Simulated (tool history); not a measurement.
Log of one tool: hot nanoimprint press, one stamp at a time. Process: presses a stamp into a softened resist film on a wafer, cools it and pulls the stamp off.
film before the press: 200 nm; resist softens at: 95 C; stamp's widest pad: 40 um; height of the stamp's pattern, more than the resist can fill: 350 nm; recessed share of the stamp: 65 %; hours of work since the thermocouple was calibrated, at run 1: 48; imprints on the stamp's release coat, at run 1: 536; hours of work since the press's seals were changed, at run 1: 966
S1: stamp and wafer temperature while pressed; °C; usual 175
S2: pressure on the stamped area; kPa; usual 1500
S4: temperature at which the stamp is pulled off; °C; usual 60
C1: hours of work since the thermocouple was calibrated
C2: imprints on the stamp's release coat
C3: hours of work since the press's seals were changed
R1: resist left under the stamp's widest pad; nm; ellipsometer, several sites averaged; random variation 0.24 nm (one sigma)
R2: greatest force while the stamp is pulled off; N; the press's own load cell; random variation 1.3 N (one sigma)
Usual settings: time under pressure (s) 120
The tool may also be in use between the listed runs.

run 1 day=0.000 | S1=175 S2=1500 time_under_pressure_(s)=120 S4=60 | C1=48 C2=536 C3=966 | R1=103.3 R2=176
run 2 day=1.746 | S1=175 S2=1500 time_under_pressure_(s)=120 S4=60 | C1=77 C2=741 C3=995 | R1=102.6 R2=177
-- day=2.404 stamp cleaned and given a new release coat
run 3 day=3.504 | S1=175 S2=1500 time_under_pressure_(s)=123 S4=60 | C1=102 C2=129 C3=1020 | R1=101.9 R2=178
-- day=4.438 press's hydraulic seals changed and the load cell set to zero
run 4 day=5.442 | S1=175 S2=1080 time_under_pressure_(s)=120 S4=60 | C1=128 C2=317 C3=17 | R1=117.0 R2=177
run 5 day=6.408 | S1=175 S2=1500 time_under_pressure_(s)=120 S4=60 | C1=144 C2=430 C3=33 | R1=103.0 R2=178
run 6 day=7.738 | S1=175 S2=1500 time_under_pressure_(s)=120 S4=60 | C1=166 C2=586 C3=54 | R1=102.5 R2=178
run 7 day=8.800 | S1=175 S2=1500 time_under_pressure_(s)=120 S4=60 | C1=184 C2=711 C3=72 | R1=103.1 R2=176
-- day=9.808 stamp cleaned and given a new release coat
run 8 day=10.029 | S1=174 S2=1500 time_under_pressure_(s)=120 S4=60 | C1=200 C2=26 C3=88 | R1=106.0 R2=177
run 9 day=10.888 | S1=174 S2=1500 time_under_pressure_(s)=120 S4=60 | C1=214 C2=127 C3=102 | R1=105.9 R2=178
run 10 day=12.592 | S1=174 S2=1500 time_under_pressure_(s)=120 S4=60 | C1=242 C2=326 C3=130 | R1=105.8 R2=178
run 11 day=13.392 | S1=174 S2=1500 time_under_pressure_(s)=120 S4=60 | C1=255 C2=420 C3=144 | R1=105.8 R2=176
run 12 day=14.529 | S1=174 S2=1500 time_under_pressure_(s)=120 S4=60 | C1=274 C2=554 C3=162 | R1=105.8 R2=176
run 13 day=16.067 | S1=175 S2=1500 time_under_pressure_(s)=120 S4=47 | C1=299 C2=734 C3=188 | R1=102.7 R2=245
-- day=16.775 stamp cleaned and given a new release coat
-- day=17.475 plate thermocouple calibrated
run 14 day=18.096 | S1=175 S2=1500 time_under_pressure_(s)=120 S4=60 | C1=10 C2=140 C3=215 | R1=102.0 R2=176
run 15 day=19.325 | S1=175 S2=1500 time_under_pressure_(s)=120 S4=60 | C1=31 C2=284 C3=235 | R1=101.9 R2=181
run 16 day=21.162 | S1=175 S2=1170 time_under_pressure_(s)=141 S4=60 | C1=61 C2=500 C3=266 | R1=106.5 R2=177
run 17 day=22.204 | S1=175 S2=1170 time_under_pressure_(s)=141 S4=60 | C1=78 C2=622 C3=283 | R1=106.5 R2=178
-- day=23.188 gauge calibrated
run 18 day=23.383 | S1=175 S2=2370 time_under_pressure_(s)=120 S4=53 | C1=98 C2=760 C3=302 | R1=84.7 R2=214
-- day=23.871 stamp cleaned and given a new release coat
run 19 day=25.308 | S1=175 S2=1500 time_under_pressure_(s)=120 S4=61 | C1=125 C2=169 C3=330 | R1=102.8 R2=171
run 20 day=26.400 | S1=163 S2=1500 time_under_pressure_(s)=63 S4=56 | C1=143 C2=297 C3=348 | R1=166.7 R2=197
run 21 day=27.171 | S1=175 S2=1500 time_under_pressure_(s)=120 S4=46 | C1=156 C2=387 C3=361 | R1=103.1 R2=247
run 22 day=28.538 | S1=175 S2=1500 time_under_pressure_(s)=209 S4=60 | C1=179 C2=547 C3=383 | R1=84.0 R2=178
run 23 day=30.058 | S1=173 S2=2040 time_under_pressure_(s)=209 S4=47 | C1=204 C2=726 C3=408 | R1=78.5 R2=239
-- day=30.917 stamp cleaned and given a new release coat
run 24 day=32.000 | S1=175 S2=1500 time_under_pressure_(s)=120 S4=67 | C1=232 C2=127 C3=436 | R1=102.6 R2=143
run 25 day=33.221 | S1=175 S2=1630 time_under_pressure_(s)=208 S4=60 | C1=252 C2=270 C3=457 | R1=80.9 R2=176
run 26 day=34.062 | S1=175 S2=1900 time_under_pressure_(s)=208 S4=60 | C1=266 C2=369 C3=470 | R1=74.9 R2=179
run 27 day=35.317 | S1=175 S2=940 time_under_pressure_(s)=208 S4=47 | C1=286 C2=516 C3=491 | R1=102.6 R2=239
-- day=37.242 plate thermocouple calibrated
run 28 day=37.296 | S1=175 S2=940 time_under_pressure_(s)=208 S4=47 | C1=1 C2=734 C3=522 | R1=101.8 R2=241

Hidden state or all else? Some run-to-run changes of R1, split into what the settings, what came in and random variation would give without the hidden state, and what is left for the hidden state (with any gauge scatter that isn't in both results):
The hidden state here: true temperature over the reading, C; pressure that arrives at the usual setting, %; grip of the stamp's worn release coat, % over a new coat's; drift of the gauge itself on residual_nm, %; drift of the gauge itself on pull_off_n, %.
Run 17 -> 18: S2 1170 -> 2370, time under pressure (s) 141 -> 120, S4 60 -> 53, gauge calibrated. R1 -21.8 nm: hidden state +1.5, all else -23.3.
Run 19 -> 20: S1 175 -> 163, time under pressure (s) 120 -> 63, S4 61 -> 56. R1 +63.9 nm: hidden state -0.2, all else +64.1.
Run 20 -> 21: S1 163 -> 175, time under pressure (s) 63 -> 120, S4 56 -> 46. R1 -63.6 nm: hidden state +0.2, all else -63.8.
Run 23 -> 24: S1 173 -> 175, S2 2040 -> 1500, time under pressure (s) 209 -> 120, S4 47 -> 67, stamp cleaned and given a new release coat. R1 +24.1 nm: hidden state -0.3, all else +24.4.
